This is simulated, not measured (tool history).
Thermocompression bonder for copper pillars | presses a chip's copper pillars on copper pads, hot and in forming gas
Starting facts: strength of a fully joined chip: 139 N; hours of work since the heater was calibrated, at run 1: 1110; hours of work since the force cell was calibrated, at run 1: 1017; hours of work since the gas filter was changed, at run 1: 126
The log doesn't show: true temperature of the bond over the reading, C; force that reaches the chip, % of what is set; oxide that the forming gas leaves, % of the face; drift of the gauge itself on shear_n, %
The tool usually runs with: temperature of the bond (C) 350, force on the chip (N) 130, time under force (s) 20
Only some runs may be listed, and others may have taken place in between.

run,hour,temperature of the bond (C),force on the chip (N),time under force (s),hours of work since the heater was calibrated,hours of work since the force cell was calibrated,hours of work since the gas filter was changed,force that shears a chip off (N)
1,0,350,130,20,1110,1017,126,59.2
2,46.5,350,130,20,1147,1054,163,58.6
3,75,350,130,20,1170,1077,186,58.7
4,107.4,350,130,20,1195,1103,212,58.5
5,150.6,350,130,20,1230,1137,246,58.4
6,178.6,350,130,20,1252,1160,269,58.2
7,205.6,350,130,20,1274,1181,290,58.1
# hour 242: heater calibrated with a thermocouple chip
8,247.2,350,130,21,4,1213,322,55.7
9,282,350,130,13,32,1241,349,46.1
10,313.8,347,130,20,57,1266,375,52.9
11,342.9,350,130,20,81,1289,398,54.6
12,383.2,333,133,35,113,1321,430,59.2
# hour 407.4: forming gas filter changed
13,426.3,333,133,35,147,1355,15,63.7
# hour 441: force cell calibrated
14,458.6,367,85,20,171,14,40,44.5
15,480.8,375,125,57,189,32,57,88.6
16,512.2,375,89,57,214,57,82,72.1
17,537.4,375,89,57,234,77,103,71.9
18,558.2,341,87,49,251,94,119,52.1
19,579.5,363,194,49,268,111,136,99.4
20,609.4,358,130,49,292,134,160,77.4
21,655.1,358,130,49,328,171,196,77.3
22,675.5,350,103,18,344,187,213,42.7

What if the next run were any one of these 5? Each begins from the tool's condition after run 22:
A,694.5,323,103,11,360,202,228,?
B,694.5,355,102,20,360,202,228,?
C,694.5,323,130,20,360,202,228,?
D,694.5,326,100,18,360,202,228,?
E,694.5,374,130,31,360,202,228,?

run,force that shears a chip off (N)
A,27.1
B,46
C,42.4
D,33.7
E,73.8
What these runs would have given with no unlogged condition in the tool:
run,force that shears a chip off (N)
A,27.2
B,46.5
C,42.7
D,33.9
E,75

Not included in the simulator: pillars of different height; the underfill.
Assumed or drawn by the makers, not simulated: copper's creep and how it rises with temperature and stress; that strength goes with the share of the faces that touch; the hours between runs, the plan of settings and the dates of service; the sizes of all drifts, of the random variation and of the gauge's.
